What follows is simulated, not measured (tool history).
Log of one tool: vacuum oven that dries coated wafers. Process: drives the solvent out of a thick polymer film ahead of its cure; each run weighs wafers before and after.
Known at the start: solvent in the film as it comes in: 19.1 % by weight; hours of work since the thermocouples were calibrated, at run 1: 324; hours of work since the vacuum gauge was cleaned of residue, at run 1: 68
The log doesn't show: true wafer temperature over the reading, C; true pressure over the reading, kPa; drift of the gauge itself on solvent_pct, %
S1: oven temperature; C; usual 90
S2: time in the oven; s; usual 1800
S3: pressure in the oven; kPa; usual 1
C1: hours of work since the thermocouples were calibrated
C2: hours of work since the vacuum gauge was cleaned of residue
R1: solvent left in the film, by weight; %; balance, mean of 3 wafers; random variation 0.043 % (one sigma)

Run 1, hour 0: usual settings; C1 324; C2 68. Result: R1 3.13 %.
Run 2, hour 9.9: usual settings; C1 329; C2 73. Result: R1 3.07 %.
Run 3, hour 22.9: usual settings; C1 335; C2 79. Result: R1 3.08 %.
Run 4, hour 36.1: usual settings but S2 1440 s; C1 341; C2 85. Result: R1 4.16 %.
Run 5, hour 47.5: usual settings but S1 79 C; C1 347; C2 91. Result: R1 7.42 %.
Run 6, hour 56: usual settings but S1 79 C; C1 351; C2 95. Result: R1 7.35 %.
Run 7, hour 64.6: usual settings but S3 1.43 kPa; C1 355; C2 99. Result: R1 3.38 %.
Run 8, hour 77.7: usual settings but S3 1.43 kPa; C1 361; C2 105. Result: R1 3.33 %.
Run 9, hour 85.7: usual settings but S2 1380 s; C1 365; C2 109. Result: R1 4.46 %.
Run 10, hour 95.1: usual settings but S3 1.88 kPa; C1 369; C2 113. Result: R1 3.5 %.
Run 11, hour 101.2: usual settings; C1 372; C2 116. Result: R1 3.05 %.
Run 12, hour 112.4: usual settings; C1 377; C2 121. Result: R1 3.12 %.
Run 13, hour 118.3: usual settings; C1 380; C2 124. Result: R1 3.06 %.
Run 14, hour 127.2: usual settings; C1 384; C2 128. Result: R1 3.12 %.
Run 15, hour 137.7: usual settings; C1 389; C2 133. Result: R1 3.08 %.
Run 16, hour 146.1: usual settings; C1 393; C2 137. Result: R1 3.13 %.
Run 17, hour 159.3: usual settings; C1 399; C2 143. Result: R1 3.11 %.
Run 18, hour 170.4: usual settings but S2 2460 s; C1 405; C2 149. Result: R1 1.83 %.
Run 19, hour 180.5: usual settings but S2 2460 s, S3 1.34 kPa; C1 409; C2 153. Result: R1 2.14 %.
Run 20, hour 189: usual settings but S1 98 C, S2 2460 s, S3 1.34 kPa; C1 413; C2 157. Result: R1 0.77 %.
Run 21, hour 200.4: usual settings but S1 98 C, S2 1920 s, S3 1.34 kPa; C1 419; C2 163. Result: R1 1.15 %.
Run 22, hour 209.1: usual settings but S1 98 C, S2 1920 s, S3 1.34 kPa; C1 423; C2 167. Result: R1 1.21 %.
Run 23, hour 223.4: usual settings but S1 98 C, S2 1920 s, S3 1.34 kPa; C1 430; C2 174. Result: R1 1.18 %.
Run 24, hour 236.3: usual settings but S1 98 C, S2 1920 s, S3 1.34 kPa; C1 436; C2 180. Result: R1 1.19 %.
Run 25, hour 242.8: usual settings but S1 98 C, S2 1920 s, S3 1.34 kPa; C1 439; C2 183. Result: R1 1.17 %.
Run 26, hour 253.7: usual settings but S1 105 C, S2 3180 s, S3 1.08 kPa; C1 444; C2 188. Result: R1 0.44 %.
Run 27, hour 262.6: usual settings but S2 1980 s, S3 2.3 kPa; C1 448; C2 192. Result: R1 3.43 %.
Run 28, hour 274.5: usual settings but S2 1980 s, S3 2.3 kPa; C1 454; C2 198. Result: R1 3.35 %.
Run 29, hour 284.4: usual settings but S1 103 C, S2 2940 s, S3 0.96 kPa; C1 458; C2 202. Result: R1 0.33 %.
Run 30, hour 298.6: usual settings but S1 103 C, S2 2940 s, S3 0.96 kPa; C1 465; C2 209. Result: R1 0.37 %.
Run 31, hour 312.6: usual settings but S1 93 C, S2 1380 s, S3 2.37 kPa; C1 472; C2 216. Result: R1 3.92 %.
Run 32, hour 321.7: usual settings but S2 1620 s, S3 1.87 kPa; C1 476; C2 220. Result: R1 4.06 %.
Run 33, hour 333.5: usual settings but S2 1620 s, S3 1.87 kPa; C1 482; C2 226. Result: R1 4.01 %.
Run 34, hour 342: usual settings but S2 2280 s, S3 0.56 kPa; C1 486; C2 230. Result: R1 1.96 %.
Run 35, hour 351.3: usual settings but S1 95 C, S2 1680 s, S3 1.53 kPa; C1 490; C2 234. Result: R1 2.25 %.
Run 36, hour 365.5: usual settings but S1 101 C, S2 1440 s; C1 497; C2 241. Result: R1 1.16 %.
Run 37, hour 374.8: usual settings but S1 101 C, S2 1440 s; C1 501; C2 245. Result: R1 1.15 %.
Run 38, hour 389.3: usual settings but S1 101 C, S2 1440 s; C1 508; C2 252. Result: R1 1.12 %.
Run 39, hour 403.7: usual settings but S2 2940 s, S3 1.12 kPa; C1 515; C2 259. Result: R1 1.52 %.
Run 40, hour 412.1: usual settings but S1 96 C, S2 2280 s; C1 519; C2 263. Result: R1 0.98 %.
Run 41, hour 422.4: usual settings but S3 0.67 kPa; C1 523; C2 268. Result: R1 2.94 %.
Run 42, hour 436.4: usual settings but S3 0.67 kPa; C1 530; C2 274. Result: R1 2.97 %.
Run 43, hour 447.8: usual settings but S3 0.67 kPa; C1 535; C2 280. Result: R1 2.92 %.
Run 44, hour 456.2: usual settings but S3 0.67 kPa; C1 539; C2 283. Result: R1 2.87 %.
Run 45, hour 464: usual settings but S1 78 C, S3 1.59 kPa; C1 543; C2 287. Result: R1 8.09 %.
Run 46, hour 472.6: usual settings but S1 83 C, S3 1.99 kPa; C1 547; C2 291. Result: R1 6.45 %.

3 ways to go on from here, each from the tool as it stands after run 46. What would each give?
Run A, hour 485.2: usual settings but S1 87 C; C1 553; C2 297. Result: R1 ?.
Run B, hour 485.2: usual settings but S1 102 C, S3 1.99 kPa; C1 553; C2 297. Result: R1 ?.
Run C, hour 485.2: usual settings but S3 0.96 kPa; C1 553; C2 297. Result: R1 ?.

run    R1
  A  4.09
  B  1.05
  C  3.04
Without the tool's hidden state the same runs would have given:
run    R1
  A  4.07
  B  1.05
  C  3.03

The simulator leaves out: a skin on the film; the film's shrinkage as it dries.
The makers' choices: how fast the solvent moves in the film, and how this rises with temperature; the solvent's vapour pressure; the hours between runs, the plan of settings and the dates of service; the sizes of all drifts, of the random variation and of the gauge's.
